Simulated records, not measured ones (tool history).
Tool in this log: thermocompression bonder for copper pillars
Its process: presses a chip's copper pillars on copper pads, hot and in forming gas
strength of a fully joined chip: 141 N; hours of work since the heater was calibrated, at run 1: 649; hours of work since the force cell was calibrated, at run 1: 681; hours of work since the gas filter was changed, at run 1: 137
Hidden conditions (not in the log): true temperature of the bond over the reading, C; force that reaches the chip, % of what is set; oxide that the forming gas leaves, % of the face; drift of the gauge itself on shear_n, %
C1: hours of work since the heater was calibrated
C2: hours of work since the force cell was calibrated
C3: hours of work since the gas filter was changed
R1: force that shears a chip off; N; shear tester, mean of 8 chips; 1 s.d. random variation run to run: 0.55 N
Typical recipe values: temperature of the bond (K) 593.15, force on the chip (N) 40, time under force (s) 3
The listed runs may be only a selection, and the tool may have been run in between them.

{"run": 1, "hour": 0.0, "temperature of the bond (K)": 593.15, "force on the chip (N)": 40, "time under force (s)": 3, "C1": 649, "C2": 681, "C3": 137, "R1": 54.4}
{"run": 2, "hour": 44.1, "temperature of the bond (K)": 593.15, "force on the chip (N)": 40, "time under force (s)": 3, "C1": 666, "C2": 698, "C3": 155, "R1": 54.3}
{"run": 3, "hour": 78.7, "temperature of the bond (K)": 593.15, "force on the chip (N)": 40, "time under force (s)": 3, "C1": 680, "C2": 712, "C3": 169, "R1": 53.6}
{"run": 4, "hour": 131.8, "temperature of the bond (K)": 593.15, "force on the chip (N)": 40, "time under force (s)": 2, "C1": 702, "C2": 733, "C3": 190, "R1": 45.7}
{"run": 5, "hour": 173.7, "temperature of the bond (K)": 593.15, "force on the chip (N)": 40, "time under force (s)": 2, "C1": 718, "C2": 750, "C3": 207, "R1": 46}
{"run": 6, "hour": 217.5, "temperature of the bond (K)": 593.15, "force on the chip (N)": 40, "time under force (s)": 2, "C1": 736, "C2": 768, "C3": 224, "R1": 46}
{"run": 7, "hour": 253.6, "temperature of the bond (K)": 593.15, "force on the chip (N)": 40, "time under force (s)": 2, "C1": 750, "C2": 782, "C3": 239, "R1": 45.6}
{"run": 8, "hour": 285.5, "temperature of the bond (K)": 593.15, "force on the chip (N)": 40, "time under force (s)": 3, "C1": 763, "C2": 795, "C3": 251, "R1": 53.7}
{"hour": 294.1, "done": "heater calibrated with a thermocouple chip"}
{"run": 9, "hour": 340.0, "temperature of the bond (K)": 593.15, "force on the chip (N)": 40, "time under force (s)": 3, "C1": 18, "C2": 816, "C3": 272, "R1": 51.4}
{"run": 10, "hour": 393.4, "temperature of the bond (K)": 593.15, "force on the chip (N)": 40, "time under force (s)": 3, "C1": 40, "C2": 837, "C3": 294, "R1": 51}
{"run": 11, "hour": 429.5, "temperature of the bond (K)": 593.15, "force on the chip (N)": 40, "time under force (s)": 3, "C1": 54, "C2": 852, "C3": 308, "R1": 50.9}
{"run": 12, "hour": 482.4, "temperature of the bond (K)": 593.15, "force on the chip (N)": 40, "time under force (s)": 3, "C1": 75, "C2": 873, "C3": 329, "R1": 50.2}
{"run": 13, "hour": 528.4, "temperature of the bond (K)": 593.15, "force on the chip (N)": 40, "time under force (s)": 3, "C1": 94, "C2": 891, "C3": 348, "R1": 50.3}
{"run": 14, "hour": 553.6, "temperature of the bond (K)": 593.15, "force on the chip (N)": 40, "time under force (s)": 3, "C1": 104, "C2": 901, "C3": 358, "R1": 50.3}
{"run": 15, "hour": 600.7, "temperature of the bond (K)": 610.15, "force on the chip (N)": 40, "time under force (s)": 3, "C1": 123, "C2": 920, "C3": 377, "R1": 60.4}
{"run": 16, "hour": 637.8, "temperature of the bond (K)": 610.15, "force on the chip (N)": 40, "time under force (s)": 3, "C1": 138, "C2": 935, "C3": 392, "R1": 59.9}
{"hour": 666.9, "done": "forming gas filter changed"}
{"run": 17, "hour": 681.7, "temperature of the bond (K)": 610.15, "force on the chip (N)": 40, "time under force (s)": 3, "C1": 155, "C2": 952, "C3": 6, "R1": 65.3}
{"run": 18, "hour": 736.6, "temperature of the bond (K)": 610.15, "force on the chip (N)": 40, "time under force (s)": 3, "C1": 177, "C2": 974, "C3": 28, "R1": 64.5}
{"run": 19, "hour": 772.8, "temperature of the bond (K)": 610.15, "force on the chip (N)": 40, "time under force (s)": 3, "C1": 191, "C2": 989, "C3": 42, "R1": 66.6}
{"run": 20, "hour": 815.1, "temperature of the bond (K)": 619.15, "force on the chip (N)": 49, "time under force (s)": 2, "C1": 208, "C2": 1006, "C3": 59, "R1": 76}
{"run": 21, "hour": 853.3, "temperature of the bond (K)": 619.15, "force on the chip (N)": 49, "time under force (s)": 2, "C1": 224, "C2": 1021, "C3": 75, "R1": 75.6}

For run 22, what comes out?
{"run": 22, "hour": 910.9, "temperature of the bond (K)": 619.15, "force on the chip (N)": 49, "time under force (s)": 2, "C1": 247, "C2": 1044, "C3": 98, "R1": "?"}

{"run 22": {"R1": 73.7}}
On a tool with no hidden condition, and with the same random variation, this run would have come out at R1 72.6 N.

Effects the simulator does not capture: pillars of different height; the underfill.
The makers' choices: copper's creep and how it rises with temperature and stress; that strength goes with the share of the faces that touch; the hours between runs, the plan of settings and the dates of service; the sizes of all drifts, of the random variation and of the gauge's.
